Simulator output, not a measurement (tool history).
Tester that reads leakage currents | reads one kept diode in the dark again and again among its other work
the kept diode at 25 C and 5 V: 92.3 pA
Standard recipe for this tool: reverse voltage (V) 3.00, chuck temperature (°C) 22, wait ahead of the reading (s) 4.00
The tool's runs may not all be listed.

run    hour  reverse voltage (V)  chuck temperature (°C)  wait ahead of the reading (s)  current that the tester gives (pA)
  1     0.0                 3.00                      22                           4.00                               60.06
  2    17.9                 3.00                      22                           4.00                               60.25
  3    36.3                 3.00                      22                           2.25                               60.42
  4    65.8                 3.00                      22                           4.00                               59.95
  5    96.9                 3.00                      22                           0.46                               61.97
  6   121.4                 3.00                      22                           4.00                               60.37
  7   150.0                 3.00                      22                           4.00                               60.15
  8   173.5                13.49                      22                           4.00                              107.87
  9   206.8                 3.00                      22                           5.94                               60.14
 10   244.8                 3.00                      22                           5.94                               60.44
 11   282.3                 3.00                      22                           8.71                               60.01
 12   299.4                 3.00                      22                           1.27                               60.56
 13   331.2                 3.00                      22                           4.00                               60.18
 14   363.5                 3.00                      22                           4.00                               60.13
 15   394.5                 3.00                      22                           4.00                               60.18
 16   422.7                 3.00                      38                           4.00                              189.63
 17   438.8                 3.00                      59                           4.00                              733.82
 18   465.4                 3.00                      59                           4.00                              731.05
 19   487.0                 3.00                      59                           4.00                              731.78
 20   513.7                 3.00                      59                           3.75                              737.36
 21   552.6                 3.00                      22                           4.00                               59.93
 22   574.2                 3.00                      22                           4.00                               60.18
 23   600.4                 1.52                      22                           3.06                               46.52
 24   638.2                 3.00                      47                           4.00                              344.37
 25   667.4                 3.34                      54                           6.57                              558.82
 26   692.9                 3.34                      54                           6.57                              556.41
 27   710.9                 3.02                      32                           4.00                              124.41
 28   729.0                 9.18                      30                           1.72                              166.68
 29   762.5                 7.60                      26                           0.45                              119.69
 30   791.8                11.03                      27                           4.00                              143.37
 31   818.3                 2.71                      22                           2.68                               57.83
 32   856.6                 2.71                      22                           2.68                               57.58
 33   879.3                 2.35                      36                           1.01                              150.63
 34   898.8                 1.57                      36                           1.01                              129.87
 35   930.3                 4.73                      22                           0.59                               73.78
      957.4  -- chuck's temperature calibrated
 36   957.4                 1.78                      30                           0.54                               93.49
 37   981.1                 1.78                      30                           0.54                               93.31
 38  1013.2                 1.78                      30                           8.08                               92.28
 39  1039.0                 1.38                      34                           4.00                              111.75
 40  1058.3                 3.00                      44                           9.71                              293.57
 41  1085.0                 3.00                      44                           9.71                              292.93

What if the next run were any one of these 3? Each begins from the tool's condition after run 41:
  A  1122.8                 5.45                      51                           0.56                                   ?
  B  1122.8                 3.00                      40                           9.71                                   ?
  C  1122.8                 1.23                      46                           3.54                                   ?

run  current that the tester gives (pA)
  A                              575.67
  B                              225.66
  C                              239.50
Take away the tool's hidden state, keep each run's random variation, and the runs would have read:
run  current that the tester gives (pA)
  A                              574.40
  B                              224.71
  C                              239.71
